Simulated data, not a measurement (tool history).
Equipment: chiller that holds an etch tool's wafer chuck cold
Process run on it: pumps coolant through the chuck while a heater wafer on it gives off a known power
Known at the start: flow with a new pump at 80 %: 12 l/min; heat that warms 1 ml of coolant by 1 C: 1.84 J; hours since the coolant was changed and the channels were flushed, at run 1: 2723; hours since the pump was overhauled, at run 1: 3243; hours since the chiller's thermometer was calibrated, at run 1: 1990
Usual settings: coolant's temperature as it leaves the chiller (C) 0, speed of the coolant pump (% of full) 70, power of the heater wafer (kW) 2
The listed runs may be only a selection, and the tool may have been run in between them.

run     day  coolant's temperature as it leaves the chiller (C)  speed of the coolant pump (% of full)  power of the heater wafer (kW)  hours since the coolant was changed and the channels were flushed  hours since the pump was overhauled  hours since the chiller's thermometer was calibrated  chuck's temperature once it has settled (C)  how much warmer the coolant comes back (C)
  1       0                                                   0                                     70                               2                                                               2723                                 3243                                                  1990                                           20                                        6.34
  2   0.925                                                   0                                     70                               2                                                               2745                                 3265                                                  2012                                         20.1                                        6.27
  3   2.283                                                   6                                     70                               2                                                               2777                                 3297                                                  2045                                         26.3                                        6.34
  4   4.254                                                   6                                     70                               2                                                               2825                                 3345                                                  2092                                         26.3                                        6.27
  5   6.279                                                   0                                     70                            2.91                                                               2873                                 3393                                                  2141                                         29.2                                        9.17
  6   7.671                                                   0                                     70                            2.91                                                               2907                                 3427                                                  2174                                         29.4                                        9.25
  7   9.425                                                   0                                     70                            2.91                                                               2949                                 3469                                                  2216                                         29.2                                        9.16
  8  11.283                                                   2                                     70                               2                                                               2993                                 3514                                                  2261                                         22.1                                        6.33
  9  12.588                                                   2                                     70                               2                                                               3025                                 3545                                                  2292                                           22                                        6.27
 10  14.129                                                   2                                     70                               2                                                               3062                                 3582                                                  2329                                         22.1                                        6.27
 11  16.004                                                   0                                     70                           2.005                                                               3107                                 3627                                                  2374                                         20.2                                        6.34
 12  18.167                                                   0                                     70                           2.005                                                               3159                                 3679                                                  2426                                         20.2                                        6.31
 13  19.754                                                  -3                                     94                           1.151                                                               3197                                 3717                                                  2464                                          6.1                                         2.6
 14  20.867                                                  -3                                     94                           1.151                                                               3223                                 3744                                                  2491                                          6.1                                        2.67
 15  21.812                                                   0                                     90                               2                                                               3246                                 3766                                                  2513                                         16.4                                        4.76
 16  23.846                                                  -8                                     87                           1.868                                                               3295                                 3815                                                  2562                                          7.7                                        4.63
 17  25.138                                                  -6                                     78                           2.027                                                               3326                                 3846                                                  2593                                         12.8                                        5.69
 18  26.908                                                  -2                                     78                           2.447                                                               3368                                 3889                                                  2636                                         20.7                                        6.87
 19  28.671                                                  -2                                     78                           2.447                                                               3411                                 3931                                                  2678                                         20.3                                        6.86
 20  29.854                                                   0                                     72                           2.184                                                               3439                                 3959                                                  2706                                         21.4                                        6.64
 21  31.138                                                  -3                                     72                           1.247                                                               3470                                 3990                                                  2737                                          9.3                                        3.75
 22  32.212                                                  -3                                     72                           1.247                                                               3496                                 4016                                                  2763                                          9.4                                        3.82
 23  34.208                                                   9                                     89                               2                                                               3544                                 4064                                                  2811                                         25.6                                        4.83
 24  36.154                                                   9                                     89                               2                                                               3590                                 4110                                                  2858                                         25.7                                        4.85

What if the next run were any one of these 4? Each begins from the tool's condition after run 24:
  A  37.283                                                   0                                     81                               2                                                               3617                                 4138                                                  2885                                            ?                                           ?
  B  37.283                                                   9                                     85                           1.404                                                               3617                                 4138                                                  2885                                            ?                                           ?
  C  37.283                                                   9                                     72                           1.461                                                               3617                                 4138                                                  2885                                            ?                                           ?
  D  37.283                                                  -4                                     94                           2.101                                                               3617                                 4138                                                  2885                                            ?                                           ?

run  chuck's temperature once it has settled (C)  how much warmer the coolant comes back (C)
  A                                           18                                        5.36
  B                                           21                                        3.56
  C                                         23.4                                        4.44
  D                                         12.8                                        4.85
What these runs would have given with no unlogged condition in the tool:
run  chuck's temperature once it has settled (C)  how much warmer the coolant comes back (C)
  A                                           18                                        5.35
  B                                           21                                        3.56
  C                                         23.4                                        4.44
  D                                         12.8                                        4.85

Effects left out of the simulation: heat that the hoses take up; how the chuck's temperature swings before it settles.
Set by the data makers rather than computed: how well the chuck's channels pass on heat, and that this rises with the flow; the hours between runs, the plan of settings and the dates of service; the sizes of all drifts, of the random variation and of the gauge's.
